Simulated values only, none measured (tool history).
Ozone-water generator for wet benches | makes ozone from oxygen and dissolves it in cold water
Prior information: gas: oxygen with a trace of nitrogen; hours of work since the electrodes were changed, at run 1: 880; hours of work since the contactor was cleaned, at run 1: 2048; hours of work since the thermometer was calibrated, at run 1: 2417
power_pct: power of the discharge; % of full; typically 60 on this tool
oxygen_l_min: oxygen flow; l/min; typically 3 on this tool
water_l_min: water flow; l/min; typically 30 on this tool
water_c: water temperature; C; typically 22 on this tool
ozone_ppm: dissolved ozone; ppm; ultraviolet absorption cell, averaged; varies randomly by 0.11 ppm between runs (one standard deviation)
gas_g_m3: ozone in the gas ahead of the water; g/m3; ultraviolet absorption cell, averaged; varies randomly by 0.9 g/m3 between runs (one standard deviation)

run    hour  power_pct  oxygen_l_min  water_l_min  water_c  hours of work since the electrodes were changed  hours of work since the contactor was cleaned  hours of work since the thermometer was calibrated  ozone_ppm  gas_g_m3
  1       0         60             3           30       22                                              880                                           2048                                                2417        6.5     145.8
  2    57.5         60             3           30       22                                              923                                           2091                                                2460        6.6     148.1
  3   103.9         60          5.18           30       22                                              958                                           2126                                                2495        7.2     111.3
  4     136         60          5.18           30       22                                              982                                           2150                                                2519        7.1     112.9
  5     173         60          5.18           30       22                                             1009                                           2177                                                2546        7.1     114.6
  6   220.2         51          5.18           30       22                                             1045                                           2213                                                2582        6.2      97.5
  7   254.1         51          5.18           30       22                                             1070                                           2238                                                2607        6.2      97.7
  8   310.1         60             3           30       22                                             1112                                           2280                                                2649        6.7     145.7
  9   364.8         60             3           30       22                                             1153                                           2321                                                2690        6.5     147.5
 10   421.3         60             3           20       22                                             1195                                           2363                                                2732        9.9     147.7
      428.6  -- contactor cleaned
 11   458.4         60             3           20       22                                             1220                                             22                                                2757        9.7     146.1
 12   512.4         60             3           20       22                                             1260                                             63                                                2797        9.8     146.9
 13   544.2         60          4.26           20       22                                             1284                                             87                                                2821         10     123.7
      554.7  -- contactor cleaned, once more
 14   605.3         45             3           30       22                                             1327                                             38                                                2864        5.2     115.5
 15   662.7         45             3           30       22                                             1370                                             81                                                2907        5.3       116
 16   715.4         45             3           30       22                                             1409                                            120                                                2946        5.1     116.6
 17   754.7         60             3           30       22                                             1439                                            150                                                2976        6.4     146.2
 18   815.4         95             3           25       27                                             1484                                            195                                                3021       11.1     215.9
 19   862.7         95             3           25       27                                             1520                                            231                                                3057         11     215.8
 20   921.7         95             3           25       27                                             1564                                            275                                                3101       11.1     216.2
 21   980.2         95             3           25       27                                             1608                                            319                                                3145       11.3     214.2
 22  1022.7         85          3.91           25       21                                             1639                                            350                                                3176       11.2     170.5
 23  1074.8         85          3.91           25       21                                             1679                                            389                                                3215       11.2     171.5
 24  1135.6         62          3.91           25       21                                             1724                                            435                                                3261        8.7     132.6
 25  1196.4         62          3.07           43       27                                             1770                                            480                                                3306        4.4     148.2
 26  1238.7         49             3           30       18                                             1801                                            512                                                3338        5.5     124.7
 27  1266.5         89             3           30       22                                             1822                                            533                                                3359        9.1     204.5
 28  1319.8         89             3           30       22                                             1862                                            573                                                3399        8.9     202.7
 29  1368.9         70             3           22       22                                             1899                                            609                                                3436       10.4     166.4
 30  1423.2         63             3           34       22                                             1939                                            650                                                3476        5.9     153.6
 31  1466.1         48          5.19           23       26                                             1971                                            682                                                3508        7.3      91.9
 32  1517.2         40          2.57           23       23                                             2010                                            721                                                3547          6     114.8
 33  1549.9         83          2.34           47       14                                             2034                                            745                                                3571        4.9     216.4
 34  1577.2         83          2.34           47       14                                             2055                                            765                                                3592        4.9     216.6

Consider 3 possible next runs. They are alternatives, not a sequence: every one starts from the tool as it was left by run 34. What does each give?
  A  1607.1         51          2.34           46       14                                             2077                                            788                                                3614          ?         ?
  B  1607.1         60             3           30       17                                             2077                                            788                                                3614          ?         ?
  C  1607.1         67          2.09           43       14                                             2077                                            788                                                3614          ?         ?

run  ozone_ppm  gas_g_m3
  A        3.4     146.5
  B        6.5     146.5
  C        4.4     193.1
Take away the tool's hidden state, keep each run's random variation, and the runs would have read:
run  ozone_ppm  gas_g_m3
  A        3.4     148.3
  B        6.7     148.7
  C        4.6     196.2
